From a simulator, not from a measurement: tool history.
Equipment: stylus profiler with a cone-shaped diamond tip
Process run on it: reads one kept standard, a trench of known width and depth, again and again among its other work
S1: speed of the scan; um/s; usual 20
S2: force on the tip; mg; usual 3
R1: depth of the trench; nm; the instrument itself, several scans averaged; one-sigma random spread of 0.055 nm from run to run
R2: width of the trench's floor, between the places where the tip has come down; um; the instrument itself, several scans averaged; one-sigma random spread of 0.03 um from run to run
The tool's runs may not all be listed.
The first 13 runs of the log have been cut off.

run 14 hour=1052.8 | S1=20 S2=4.15 | R1=202.74 R2=46.54
run 15 hour=1095.8 | S1=20 S2=4.15 | R1=202.75 R2=46.54
run 16 hour=1159.4 | S1=20 S2=4.15 | R1=202.74 R2=46.49
run 17 hour=1252.6 | S1=20 S2=4.15 | R1=202.84 R2=46.5
run 18 hour=1322.6 | S1=32 S2=4.31 | R1=202.93 R2=46.45
run 19 hour=1379.7 | S1=20 S2=2.38 | R1=202.25 R2=46.46
run 20 hour=1442.4 | S1=6 S2=2.11 | R1=202.24 R2=46.43
run 21 hour=1499.8 | S1=6 S2=2.11 | R1=202.19 R2=46.42
-- hour=1536 height scale calibrated on a step standard
run 22 hour=1573.7 | S1=8 S2=3.05 | R1=201.74 R2=46.4
run 23 hour=1663.8 | S1=9 S2=5.53 | R1=202.55 R2=46.3
run 24 hour=1765.6 | S1=9 S2=5.53 | R1=202.68 R2=46.33
run 25 hour=1836.4 | S1=16 S2=5.39 | R1=202.53 R2=46.27
run 26 hour=1926 | S1=20 S2=3.28 | R1=201.98 R2=46.22
run 27 hour=1975.8 | S1=7 S2=2.46 | R1=201.81 R2=46.26
run 28 hour=2068 | S1=7 S2=2.46 | R1=201.84 R2=46.26
-- hour=2083.7 new tip fitted, height scale calibrated
run 29 hour=2142.8 | S1=65 S2=1.02 | R1=200.67 R2=46.81
run 30 hour=2241.5 | S1=65 S2=1.02 | R1=200.78 R2=46.75
run 31 hour=2293.7 | S1=72 S2=7.78 | R1=203.05 R2=47.04
run 32 hour=2361.8 | S1=72 S2=7.78 | R1=203.08 R2=46.9
run 33 hour=2423.2 | S1=12 S2=1.83 | R1=201.3 R2=47.02

What if the next run were any one of these 3? Each begins from the tool's condition after run 33:
run A hour=2522.3 | S1=12 S2=1.11 | R1=? R2=?
run B hour=2522.3 | S1=13 S2=2.49 | R1=? R2=?
run C hour=2522.3 | S1=5 S2=3 | R1=? R2=?

run=A R1=201.02 R2=46.93
run=B R1=201.64 R2=47.04
run=C R1=201.89 R2=47.03
Had the tool no hidden state, the same runs would have come out as:
run=A R1=200.81 R2=47.08
run=B R1=201.43 R2=47.18
run=C R1=201.68 R2=47.18

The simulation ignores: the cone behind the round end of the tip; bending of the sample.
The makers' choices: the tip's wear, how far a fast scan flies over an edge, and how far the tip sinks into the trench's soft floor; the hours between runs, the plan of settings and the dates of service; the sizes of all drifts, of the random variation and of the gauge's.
